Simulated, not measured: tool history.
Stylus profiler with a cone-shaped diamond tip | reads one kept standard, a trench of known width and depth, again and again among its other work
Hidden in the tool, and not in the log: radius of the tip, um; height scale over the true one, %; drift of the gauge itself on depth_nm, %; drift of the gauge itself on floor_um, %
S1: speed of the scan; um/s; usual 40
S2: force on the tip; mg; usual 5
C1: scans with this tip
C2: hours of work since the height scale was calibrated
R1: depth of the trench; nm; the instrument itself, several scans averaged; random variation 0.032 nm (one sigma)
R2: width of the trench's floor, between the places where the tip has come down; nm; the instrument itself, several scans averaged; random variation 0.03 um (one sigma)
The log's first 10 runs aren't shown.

run,day,S1,S2,C1,C2,R1,R2
# day 17.2: new tip fitted, height scale calibrated
11,17.654,37,5,75,6,102.57,27910
12,18.583,40,4.48,229,18,102.32,27950
13,20.258,40,4.48,507,39,102.35,27880
14,21.8,40,3.27,763,59,101.89,27850
15,23.05,40,3.27,971,75,101.93,27820
16,24.421,40,3.27,1198,93,101.92,27800
17,25.904,40,3.27,1445,112,101.82,27750
18,26.833,40,3.27,1598,124,101.84,27780
19,28.192,40,6.82,1824,142,103.1,27730
20,29.412,40,5,2027,157,102.48,27740
21,31.404,40,6.31,2357,183,102.92,27750
22,33.05,35,5,2631,204,102.54,27710
23,33.967,35,5,2783,216,102.52,27690
24,35.496,35,5,3037,236,102.5,27650
25,36.517,12,9.56,3206,249,103.84,27690
26,38.217,12,9.56,3488,271,103.83,27710

The next listed run, before its measurement:
27,39.204,40,3.28,3652,284,?,?

Run 27 gave R1 101.84 nm, R2 27580 nm.
Without the tool's hidden state the same run would have given R1 101.92 nm, R2 27920 nm.
